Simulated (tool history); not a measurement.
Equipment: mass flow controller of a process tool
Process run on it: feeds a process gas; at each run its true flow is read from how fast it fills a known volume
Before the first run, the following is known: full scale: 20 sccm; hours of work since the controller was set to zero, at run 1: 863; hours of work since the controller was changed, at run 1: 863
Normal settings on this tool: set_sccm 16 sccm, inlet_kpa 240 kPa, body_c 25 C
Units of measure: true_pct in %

| run | hour | set_sccm | inlet_kpa | body_c | hours of work since the controller was set to zero | hours of work since the controller was changed | true_pct |
|---|---|---|---|---|---|---|---|
| 1 | 0.0 | 16 | 240 | 25 | 863 | 863 | 99.51 |
| 2 | 324.1 | 16 | 152 | 25 | 1100 | 1100 | 98.92 |
| 3 | 738.9 | 16 | 152 | 25 | 1403 | 1403 | 98.72 |
| 4 | 914.2 | 16 | 240 | 25 | 1531 | 1531 | 99.03 |
| 5 | 1127.3 | 16 | 240 | 25 | 1687 | 1687 | 98.70 |
| 6 | 1460.1 | 16 | 240 | 25 | 1930 | 1930 | 98.64 |
| 7 | 1828.0 | 16 | 240 | 25 | 2199 | 2199 | 98.37 |
| 8 | 2128.9 | 16 | 240 | 25 | 2419 | 2419 | 98.21 |
| 9 | 2368.7 | 16 | 240 | 25 | 2594 | 2594 | 97.83 |
| 10 | 2775.2 | 16 | 240 | 25 | 2891 | 2891 | 97.61 |
| 11 | 3178.4 | 16 | 240 | 25 | 3186 | 3186 | 97.45 |
| 12 | 3541.3 | 16 | 240 | 30 | 3451 | 3451 | 97.21 |
|  | 3580.7 | gauge calibrated |
| 13 | 3810.3 | 16 | 240 | 30 | 3647 | 3647 | 99.30 |
| 14 | 4100.4 | 16 | 240 | 30 | 3859 | 3859 | 99.06 |
| 15 | 4404.7 | 16 | 202 | 25 | 4082 | 4082 | 98.86 |
| 16 | 4790.2 | 20 | 185 | 34 | 4363 | 4363 | 99.07 |
| 17 | 5021.5 | 8 | 199 | 28 | 4532 | 4532 | 97.22 |
| 18 | 5387.7 | 4 | 165 | 25 | 4800 | 4800 | 96.20 |
| 19 | 5655.1 | 4 | 165 | 25 | 4995 | 4995 | 95.97 |
| 20 | 5977.6 | 2 | 226 | 25 | 5231 | 5231 | 95.71 |
| 21 | 6368.7 | 2 | 226 | 25 | 5517 | 5517 | 95.57 |
| 22 | 6759.0 | 2 | 226 | 25 | 5802 | 5802 | 95.29 |
| 23 | 6996.6 | 2 | 227 | 26 | 5975 | 5975 | 95.05 |
| 24 | 7340.9 | 3 | 240 | 25 | 6227 | 6227 | 95.14 |
|  | 7507.6 | controller's zero set anew |
| 25 | 7715.7 | 3 | 240 | 25 | 152 | 6500 | 94.87 |
| 26 | 7896.8 | 2 | 149 | 35 | 284 | 6633 | 93.98 |
| 27 | 8279.8 | 2 | 245 | 27 | 564 | 6913 | 94.34 |
| 28 | 8595.7 | 2 | 245 | 27 | 795 | 7143 | 94.07 |

Branching from run 28: 3 alternative next runs. What would each branch give?
| A | 8828.9 | 16 | 240 | 25 | 965 | 7314 | ? |
| B | 8828.9 | 2 | 147 | 27 | 965 | 7314 | ? |
| C | 8828.9 | 3 | 277 | 35 | 965 | 7314 | ? |

| run | true_pct |
|---|---|
| A | 96.27 |
| B | 93.56 |
| C | 94.26 |
With the hidden condition removed and each run's random variation left untouched, the same runs would have given:
| run | true_pct |
|---|---|
| A | 99.58 |
| B | 96.79 |
| C | 97.50 |
